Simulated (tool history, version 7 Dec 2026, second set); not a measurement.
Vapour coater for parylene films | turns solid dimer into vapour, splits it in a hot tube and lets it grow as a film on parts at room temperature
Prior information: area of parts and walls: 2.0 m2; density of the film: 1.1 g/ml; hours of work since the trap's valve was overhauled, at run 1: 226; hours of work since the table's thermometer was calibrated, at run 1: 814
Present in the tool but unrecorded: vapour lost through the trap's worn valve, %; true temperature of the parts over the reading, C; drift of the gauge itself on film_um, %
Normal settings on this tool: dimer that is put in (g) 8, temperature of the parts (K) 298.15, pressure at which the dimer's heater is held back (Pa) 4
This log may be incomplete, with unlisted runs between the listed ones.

run	hour	dimer that is put in (g)	temperature of the parts (K)	pressure at which the dimer's heater is held back (Pa)	hours of work since the trap's valve was overhauled	hours of work since the table's thermometer was calibrated	thickness of the film (um)
1	0	8	298.15	4	226	814	2.57
# hour 19.8: table's thermometer calibrated
2	39.7	8	298.15	4	261	18	2.61
3	71.2	8	298.15	3.79	290	46	2.61
4	128.6	8	298.15	3.79	341	98	2.54
5	160.4	8	298.15	3.79	370	126	2.52
6	217.7	8	298.15	3.79	421	178	2.49
# hour 239.9: trap's valve overhauled
7	273.5	8	298.15	3.79	30	225	2.37
8	307.2	8	298.15	3.79	61	255	2.36
9	336.8	6	298.15	4	87	281	1.77
10	376.4	6	298.15	4	123	317	1.74
11	410.4	6	298.15	4	153	348	1.69
# hour 418.3: trap's valve overhauled, once more
12	443.1	6	298.15	4	22	373	2.08
13	482.7	8	298.15	4	58	409	2.7
14	536.4	8	298.15	4	106	457	2.71
15	563.2	8	298.15	4	130	482	2.72
16	611.8	8	298.15	4	174	525	2.7
17	644.2	13	298.15	4.75	203	554	4.19
18	684.1	8	292.15	2.78	239	590	3.34
19	734.7	8	292.15	2.78	285	636	3.3
20	793.9	11	310.15	3.16	338	689	2.36
21	858.5	13	303.15	4	396	747	3.41
# hour 909.1: trap's valve overhauled
22	918.2	13	303.15	4	8	797	3.82
# hour 958.3: table's thermometer calibrated
23	982.2	13	303.15	4	65	21	3.75
24	1038.6	9	298.15	3.14	116	72	3.15
25	1102.2	9	298.15	3.14	173	129	3.07
26	1145.9	9	290.15	2.28	212	169	3.8
27	1200.2	9	290.15	2.28	261	218	3.68
28	1228.5	9	290.15	2.28	286	243	3.62
29	1255.2	9	290.15	6.94	310	267	3.45
30	1314.6	9	290.15	6.94	364	320	3.46
31	1362.2	3	301.15	4.96	407	363	0.79

Hidden state or all else? Some run-to-run changes of thickness of the film (um), split into what the settings, what came in and random variation would give without the hidden state, and what is left for the hidden state (with any gauge scatter that isn't in both results):
Run 11 -> 12: trap's valve overhauled, once more. thickness of the film (um) +0.39: hidden state +0.38, all else +0.01.
Run 16 -> 17: dimer that is put in (g) 8 -> 13, pressure at which the dimer's heater is held back (Pa) 4 -> 4.75. thickness of the film (um) +1.49: hidden state -0.13, all else +1.62.
Run 20 -> 21: dimer that is put in (g) 11 -> 13, temperature of the parts (K) 310.15 -> 303.15, pressure at which the dimer's heater is held back (Pa) 3.16 -> 4. thickness of the film (um) +1.05: hidden state -0.2, all else +1.25.
Run 21 -> 22: trap's valve overhauled. thickness of the film (um) +0.41: hidden state +0.41, all else +0.
Run 30 -> 31: dimer that is put in (g) 9 -> 3, temperature of the parts (K) 290.15 -> 301.15, pressure at which the dimer's heater is held back (Pa) 6.94 -> 4.96. thickness of the film (um) -2.67: hidden state +0.32, all else -2.99.

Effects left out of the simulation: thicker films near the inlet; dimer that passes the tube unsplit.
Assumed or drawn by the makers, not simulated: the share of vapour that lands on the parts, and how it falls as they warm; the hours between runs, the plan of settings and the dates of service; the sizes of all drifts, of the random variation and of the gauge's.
